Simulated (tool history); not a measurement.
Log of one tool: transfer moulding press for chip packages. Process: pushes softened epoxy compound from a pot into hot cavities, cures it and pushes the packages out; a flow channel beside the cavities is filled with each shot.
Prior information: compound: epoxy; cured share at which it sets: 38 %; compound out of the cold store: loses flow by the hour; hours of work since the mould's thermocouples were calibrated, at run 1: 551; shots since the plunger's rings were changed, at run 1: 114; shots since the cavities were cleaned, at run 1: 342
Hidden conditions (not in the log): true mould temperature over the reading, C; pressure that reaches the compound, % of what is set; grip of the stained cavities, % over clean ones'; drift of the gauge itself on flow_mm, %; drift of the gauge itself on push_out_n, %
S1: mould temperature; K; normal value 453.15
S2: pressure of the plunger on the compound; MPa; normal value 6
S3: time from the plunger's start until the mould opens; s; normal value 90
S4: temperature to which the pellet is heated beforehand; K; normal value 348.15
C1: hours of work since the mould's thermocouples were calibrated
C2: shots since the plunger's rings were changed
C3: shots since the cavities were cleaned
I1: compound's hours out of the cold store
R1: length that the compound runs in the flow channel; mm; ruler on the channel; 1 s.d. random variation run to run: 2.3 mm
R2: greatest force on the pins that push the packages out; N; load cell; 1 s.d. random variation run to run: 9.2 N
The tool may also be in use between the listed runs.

run     day      S1    S2   S3      S4   C1    C2   C3    I1   R1   R2
  1       0  453.15     6   90  348.15  551   114  342  30.9  602  505
      2.629  -- cavities cleaned with cleaning compound and waxed
  2   2.638  453.15  5.32   90  348.15  580   743    1  31.6  565  405
  3   5.617  453.15  5.32   79  348.15  614  1471  729  12.4  597  753
      6.533  -- cavities cleaned with cleaning compound and waxed
  4   8.942  453.15  5.32   79  348.15  651  2268  588    18  583  711
     10.412  -- cavities cleaned with cleaning compound and waxed
  5      11  453.15  5.32   79  348.15  674  2755  143  19.6  576  576
     13.983  -- mould's thermocouples calibrated
     14.458  -- cavities cleaned with cleaning compound and waxed
  6  14.458  455.15     6   90  348.15    5  3565    0  16.1  615  396
  7  16.621  453.15     6   90  348.15   29  4093  528  24.1  590  542
     18.358  -- cavities cleaned with cleaning compound and waxed
  8  18.479  453.15     6   90  348.15   50  4531   29    22  591  445
  9  20.192  453.15  6.44   90  348.15   70  4950  448  24.6  604  549
     22.321  -- cavities cleaned with cleaning compound and waxed
 10  22.504  453.15  6.44   90  348.15   95  5499   45  31.7  587  426
 11  25.279  453.15  6.44   90  348.15  127  6177  723  42.9  563  530
     26.333  -- cavities cleaned with cleaning compound and waxed
     27.367  -- plunger's sealing rings changed
 12  27.421  453.15     6   90  342.15  150    13  240  43.8  575  482
     30.312  -- cavities cleaned with cleaning compound and waxed
 13  30.329  453.15     6  104  348.15  182   708    4  28.8  603  345
 14  32.275  461.15  5.55   90  348.15  204  1184  480  36.5  558  424
     34.367  -- cavities cleaned with cleaning compound and waxed
 15  35.258  461.15  6.05   93  343.15  238  1897  218  47.1  554  398
     38.262  -- cavities cleaned with cleaning compound and waxed
 16  38.571  461.15  6.05   93  343.15  275  2691   76  15.1  611  352
 17  41.683  448.15     6   90  342.15  310  3451  836  44.5  555  737
     42.229  -- cavities cleaned with cleaning compound and waxed
 18  43.533  453.15  7.05   90  348.15  331  3888  319    30  628  494
     46.325  -- cavities cleaned with cleaning compound and waxed
 19    46.6  453.15  5.62   74  348.15  365  4621   67  35.4  541  657
 20  49.246  457.15  4.71   90  347.15  396  5267  713  26.7  506  481
     50.142  -- cavities cleaned with cleaning compound and waxed
 21  52.929  451.15     6   90  349.15  437  6152  681    30  564  588
     54.225  -- cavities cleaned with cleaning compound and waxed
     55.146  -- plunger's sealing rings changed
 22  55.896  450.15   7.3  116  348.15  469   183  383  45.4  630  411
 23  57.629  456.15   5.9  120  345.15  489   606  806  43.5  566  455
     58.246  -- cavities cleaned with cleaning compound and waxed
 24  59.433  456.15   5.9  120  345.15  509  1031  289  25.7  599  409
     62.071  -- cavities cleaned with cleaning compound and waxed
 25  63.262  456.15   5.9   94  349.15  552  1952  291  15.1  618  416
 26  65.717  453.15  5.08   90  345.15  580  2551  890  43.4  515  549

Predict each of these 5 candidate next runs independently; none follows another, all start after run 26:
     66.079  -- cavities cleaned with cleaning compound and waxed
  A  69.442  453.15  5.15   90  356.15  622  3445  820  46.2   ?   ?
     66.079  -- cavities cleaned with cleaning compound and waxed
  B  69.442  453.15  5.08   90  352.15  622  3445  820  28.5   ?   ?
     66.079  -- cavities cleaned with cleaning compound and waxed
  C  69.442  453.15  5.42  114  347.15  622  3445  820  41.1   ?   ?
     66.079  -- cavities cleaned with cleaning compound and waxed
  D  69.442  453.15     6  121  345.15  622  3445  820  42.2   ?   ?
     66.079  -- cavities cleaned with cleaning compound and waxed
  E  69.442  453.15  5.08  103  345.15  622  3445  820    22   ?   ?

run   R1   R2
  A  512  532
  B  537  562
  C  528  474
  D  555  441
  E  552  488
The same runs, with their run-to-run variation unchanged, on a tool lacking any hidden condition would have given:
run   R1   R2
  A  534  391
  B  561  416
  C  551  339
  D  580  310
  E  576  350
